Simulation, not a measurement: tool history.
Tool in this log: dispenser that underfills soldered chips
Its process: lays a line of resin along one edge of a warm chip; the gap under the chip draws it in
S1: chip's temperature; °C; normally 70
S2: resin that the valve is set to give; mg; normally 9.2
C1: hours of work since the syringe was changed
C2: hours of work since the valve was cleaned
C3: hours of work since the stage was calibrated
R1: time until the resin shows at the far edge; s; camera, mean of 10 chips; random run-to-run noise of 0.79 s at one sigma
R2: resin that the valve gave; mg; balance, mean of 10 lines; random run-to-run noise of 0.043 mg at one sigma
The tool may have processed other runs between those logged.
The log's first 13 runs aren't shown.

| run | hour | S1 | S2 | C1 | C2 | C3 | R1 | R2 |
|---|---|---|---|---|---|---|---|---|
|  | 108.9 | new syringe of resin |
| 14 | 111.1 | 70 | 9.2 | 1 | 91 | 43 | 77.6 | 8.73 |
|  | 118.8 | new syringe of resin |
| 15 | 118.8 | 70 | 9.2 | 0 | 95 | 47 | 73.2 | 8.7 |
| 16 | 125.8 | 72 | 9.2 | 4 | 99 | 51 | 83.5 | 8.64 |
|  | 128.6 | new syringe of resin |
| 17 | 134.7 | 72 | 9.2 | 4 | 105 | 57 | 80.2 | 8.64 |
|  | 138.6 | new syringe of resin |
| 18 | 143.4 | 82 | 9.36 | 3 | 110 | 62 | 49.5 | 8.75 |
|  | 147.6 | new syringe of resin |
| 19 | 151.1 | 82 | 9.36 | 2 | 114 | 66 | 46.8 | 8.77 |
|  | 157.3 | new syringe of resin |
| 20 | 160.2 | 77 | 8.31 | 2 | 120 | 72 | 59.1 | 7.8 |
|  | 167 | new syringe of resin |
| 21 | 167 | 66 | 9.96 | 0 | 124 | 75 | 87.2 | 9.32 |
| 22 | 175.4 | 61 | 9.59 | 5 | 129 | 81 | 146.4 | 8.86 |
|  | 176.6 | new syringe of resin |
|  | 185.7 | new syringe of resin |
| 23 | 187.2 | 61 | 9.59 | 1 | 135 | 87 | 116.3 | 8.78 |
|  | 194.8 | new syringe of resin |
| 24 | 195.1 | 73 | 9.32 | 0 | 140 | 92 | 62.7 | 8.59 |
|  | 201.9 | dispensing valve cleaned and set on the balance |
|  | 204.9 | new syringe of resin |
| 25 | 204.9 | 66 | 8.03 | 0 | 2 | 97 | 88.9 | 8.05 |
| 26 | 211.9 | 77 | 9.86 | 4 | 6 | 101 | 64.8 | 9.84 |
|  | 214 | new syringe of resin |
| 27 | 218.2 | 84 | 7.95 | 3 | 10 | 105 | 44.2 | 7.9 |
|  | 223 | new syringe of resin |
| 28 | 226.2 | 83 | 10 | 2 | 14 | 110 | 44.6 | 9.89 |
|  | 232.4 | new syringe of resin |
| 29 | 235.2 | 83 | 9.94 | 2 | 20 | 115 | 44.2 | 9.77 |
|  | 241.6 | new syringe of resin |
| 30 | 246.9 | 66 | 11.5 | 3 | 26 | 122 | 100.2 | 11.3 |
|  | 250.8 | new syringe of resin |
| 31 | 255.5 | 56 | 9.22 | 3 | 31 | 127 | 167.4 | 8.99 |
|  | 260.6 | new syringe of resin |
| 32 | 263.5 | 56 | 9.22 | 2 | 36 | 132 | 158 | 8.99 |
|  | 270.3 | new syringe of resin |
| 33 | 272.7 | 67 | 9.51 | 1 | 42 | 137 | 88.1 | 9.21 |
|  | 280.1 | new syringe of resin |
| 34 | 282.4 | 57 | 10.4 | 1 | 47 | 143 | 141.7 | 10.05 |

Below are 5 alternative next runs, each starting from the tool's condition after run 34. Predict each:
| A | 287.9 | 68 | 10.85 | 5 | 51 | 146 | ? | ? |
| B | 287.9 | 85 | 8.14 | 5 | 51 | 146 | ? | ? |
| C | 287.9 | 66 | 9.05 | 5 | 51 | 146 | ? | ? |
| D | 287.9 | 77 | 8.98 | 5 | 51 | 146 | ? | ? |
| E | 287.9 | 57 | 9.2 | 5 | 51 | 146 | ? | ? |

| run | R1 | R2 |
|---|---|---|
| A | 97.8 | 10.44 |
| B | 48.2 | 8.01 |
| C | 112.5 | 8.73 |
| D | 65.9 | 8.74 |
| E | 176.2 | 8.93 |
Without the tool's unlogged condition, the same runs would have read:
| run | R1 | R2 |
|---|---|---|
| A | 78.5 | 10.77 |
| B | 38.5 | 8.26 |
| C | 90.1 | 9 |
| D | 52.7 | 9.01 |
| E | 141.3 | 9.22 |
